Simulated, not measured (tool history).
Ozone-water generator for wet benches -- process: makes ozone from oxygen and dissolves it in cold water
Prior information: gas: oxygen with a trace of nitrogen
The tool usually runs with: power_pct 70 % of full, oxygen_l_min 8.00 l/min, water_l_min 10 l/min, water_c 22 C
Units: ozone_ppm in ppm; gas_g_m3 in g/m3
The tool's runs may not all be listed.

run   hour  power_pct  oxygen_l_min  water_l_min  water_c  ozone_ppm  gas_g_m3
  1    0.0         70          8.00           10       22       40.4     254.9
  2   37.6         70          8.00           10       22       40.9     253.1
  3   84.9         70          8.00           10       22       40.6     255.8
  4  145.8         70          8.00           10       22       40.8     254.0
  5  201.7         70          8.00           10       22       40.8     252.9
  6  244.1         82          8.00           10       22       45.8     285.4
  7  277.9         94          8.00           10       22       50.5     315.3
  8  317.8         94          8.00           10       22       50.5     318.0
  9  383.0         70          8.00           10       22       41.0     253.8
 10  417.2         70          8.00           10       22       40.7     253.9
 11  471.8         74          8.00           10       22       42.0     263.8
 12  526.5         74          8.00           10       22       42.9     267.1
 13  597.8         74          8.00            7       22       49.2     266.3
 14  667.3         70          8.00           10       26       37.6     254.0
 15  706.0         70          8.00           10       26       36.8     252.7
 16  743.9         70          8.00           10       26       36.8     254.6

The next listed run, before its measurement:
 17  802.2         53          4.63           12       22          ?         ?

ozone_ppm: 36.1 ppm
gas_g_m3: 298.5 g/m3
Without the tool's hidden state the same run would have given ozone_ppm 36.2 ppm, gas_g_m3 298.6 g/m3.
